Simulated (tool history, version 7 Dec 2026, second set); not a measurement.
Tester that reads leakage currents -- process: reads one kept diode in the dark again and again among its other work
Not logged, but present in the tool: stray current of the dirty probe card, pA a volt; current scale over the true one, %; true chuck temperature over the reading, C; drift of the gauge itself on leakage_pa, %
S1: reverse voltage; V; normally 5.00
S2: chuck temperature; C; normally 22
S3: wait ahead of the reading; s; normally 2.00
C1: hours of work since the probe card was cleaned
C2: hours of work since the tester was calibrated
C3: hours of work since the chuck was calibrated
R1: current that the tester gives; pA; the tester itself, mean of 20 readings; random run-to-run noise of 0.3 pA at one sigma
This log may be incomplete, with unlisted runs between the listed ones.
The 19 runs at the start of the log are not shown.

Run 20, hour 1509.4: usual settings; C1 214; C2 1849; C3 303. Result: R1 97.90 pA.
Run 21, hour 1576.7: usual settings; C1 250; C2 1885; C3 339. Result: R1 97.77 pA.
Run 22, hour 1682.2: usual settings but S1 6.44 V, S3 0.44 s; C1 306; C2 1940; C3 395. Result: R1 112.06 pA.
Run 23, hour 1778.7: usual settings but S1 6.44 V, S3 0.44 s; C1 357; C2 1991; C3 446. Result: R1 111.62 pA.
Run 24, hour 1842.3: usual settings but S1 1.65 V, S2 58 C, S3 3.24 s; C1 390; C2 2025; C3 479. Result: R1 1177.82 pA.
Run 25, hour 1940.8: usual settings but S1 1.65 V, S2 35 C, S3 0.44 s; C1 442; C2 2077; C3 531. Result: R1 180.91 pA.
At hour 2008.0: tester calibrated.
Run 26, hour 2050.1: usual settings but S1 1.28 V, S2 52 C, S3 2.72 s; C1 499; C2 22; C3 588. Result: R1 654.59 pA.
Run 27, hour 2134.9: usual settings but S1 6.06 V, S2 30 C, S3 0.51 s; C1 544; C2 67; C3 633. Result: R1 225.73 pA.
Run 28, hour 2225.5: usual settings but S1 14.61 V, S2 32 C; C1 592; C2 115; C3 681. Result: R1 415.83 pA.
Run 29, hour 2287.2: usual settings but S1 14.61 V, S2 32 C; C1 624; C2 147; C3 713. Result: R1 417.16 pA.
Run 30, hour 2351.6: usual settings but S1 14.61 V, S2 32 C; C1 658; C2 181; C3 747. Result: R1 417.23 pA.
Run 31, hour 2429.7: usual settings but S1 2.57 V, S2 44 C; C1 699; C2 223; C3 788. Result: R1 481.58 pA.
Run 32, hour 2508.3: usual settings but S1 2.57 V, S2 44 C; C1 741; C2 264; C3 830. Result: R1 481.91 pA.
Run 33, hour 2577.3: usual settings but S1 2.57 V, S2 44 C; C1 777; C2 301; C3 866. Result: R1 484.08 pA.
Run 34, hour 2652.8: usual settings but S1 2.57 V, S2 44 C, S3 4.40 s; C1 817; C2 341; C3 906. Result: R1 479.63 pA.
Run 35, hour 2761.2: usual settings but S1 2.57 V, S2 44 C, S3 4.40 s; C1 875; C2 398; C3 963. Result: R1 479.18 pA.
Run 36, hour 2825.4: usual settings but S1 4.31 V, S2 35 C, S3 0.38 s; C1 908; C2 432; C3 997. Result: R1 291.18 pA.
Run 37, hour 2911.0: usual settings but S1 1.89 V, S2 27 C, S3 7.08 s; C1 954; C2 477; C3 1043. Result: R1 94.68 pA.
Run 38, hour 2965.4: usual settings but S1 1.38 V, S2 45 C, S3 3.66 s; C1 982; C2 506; C3 1071. Result: R1 377.83 pA.
Run 39, hour 3032.6: usual settings but S1 7.10 V, S2 45 C, S3 3.66 s; C1 1018; C2 541; C3 1107. Result: R1 858.15 pA.

Predict each of these 3 candidate next runs independently; none follows another, all start after run 39:
Run A, hour 3095.7: usual settings but S1 7.91 V, S3 2.71 s; C1 1051; C2 575; C3 1140. Result: R1 ?.
Run B, hour 3095.7: usual settings but S1 1.91 V, S2 45 C, S3 3.40 s; C1 1051; C2 575; C3 1140. Result: R1 ?.
Run C, hour 3095.7: usual settings but S2 21 C, S3 0.96 s; C1 1051; C2 575; C3 1140. Result: R1 ?.

run      R1
  A  126.05
  B  445.02
  C   90.22
With the hidden condition removed and each run's random variation left untouched, the same runs would have given:
run      R1
  A  125.43
  B  469.38
  C   90.61

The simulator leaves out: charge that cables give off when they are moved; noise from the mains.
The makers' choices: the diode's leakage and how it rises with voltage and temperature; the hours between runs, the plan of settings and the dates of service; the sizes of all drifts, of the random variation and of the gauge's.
